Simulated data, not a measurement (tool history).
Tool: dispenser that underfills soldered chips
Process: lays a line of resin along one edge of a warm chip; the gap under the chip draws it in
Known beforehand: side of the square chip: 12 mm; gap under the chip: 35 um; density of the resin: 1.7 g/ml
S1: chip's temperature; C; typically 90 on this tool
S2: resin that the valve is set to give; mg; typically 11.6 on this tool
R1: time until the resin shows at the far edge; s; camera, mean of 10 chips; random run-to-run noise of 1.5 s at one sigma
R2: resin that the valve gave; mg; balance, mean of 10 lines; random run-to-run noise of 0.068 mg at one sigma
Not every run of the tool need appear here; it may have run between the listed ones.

Run 1, day 0: usual settings. Result: R1 217.5 s, R2 11.4 mg.
Run 2, day 0.079: usual settings. Result: R1 245.6 s, R2 11.42 mg.
Run 3, day 0.217: usual settings. Result: R1 308.9 s, R2 11.29 mg.
At day 0.238: new syringe of resin.
Run 4, day 0.354: usual settings. Result: R1 177 s, R2 11.27 mg.
Run 5, day 0.512: usual settings but S1 86 C. Result: R1 264.4 s, R2 11.4 mg.
Run 6, day 0.617: usual settings but S1 86 C. Result: R1 313.2 s, R2 11.23 mg.
At day 0.717: new syringe of resin.
Run 7, day 0.754: usual settings but S1 86 C, S2 10.1 mg. Result: R1 192.3 s, R2 9.91 mg.
Run 8, day 0.896: usual settings but S1 86 C, S2 10.1 mg. Result: R1 243.5 s, R2 9.79 mg.
Run 9, day 1.071: usual settings. Result: R1 264.4 s, R2 11.17 mg.
At day 1.208: new syringe of resin.
Run 10, day 1.208: usual settings. Result: R1 149.6 s, R2 11.25 mg.
Run 11, day 1.317: usual settings. Result: R1 180.7 s, R2 11.24 mg.
Run 12, day 1.412: usual settings. Result: R1 211.2 s, R2 11.21 mg.
Run 13, day 1.592: usual settings. Result: R1 280.2 s, R2 11.15 mg.
At day 1.688: new syringe of resin.
Run 14, day 1.738: usual settings. Result: R1 162.3 s, R2 11.09 mg.
Run 15, day 1.862: usual settings. Result: R1 201.3 s, R2 11.11 mg.
Run 16, day 2: usual settings. Result: R1 247.6 s, R2 11.09 mg.
At day 2.171: new syringe of resin.
Run 17, day 2.192: usual settings. Result: R1 157.5 s, R2 11.1 mg.
Run 18, day 2.283: usual settings but S2 10.9 mg. Result: R1 186.2 s, R2 10.42 mg.

Run 19 is up next; what results do you expect?
Run 19, day 2.412: usual settings but S1 80 C, S2 14.9 mg. Result: R1 ?, R2 ?.

{"run 19": {"R1": 314.6, "R2": 14.14}}
Without the tool's hidden state the same run would have given R1 211.2 s, R2 14.8 mg.

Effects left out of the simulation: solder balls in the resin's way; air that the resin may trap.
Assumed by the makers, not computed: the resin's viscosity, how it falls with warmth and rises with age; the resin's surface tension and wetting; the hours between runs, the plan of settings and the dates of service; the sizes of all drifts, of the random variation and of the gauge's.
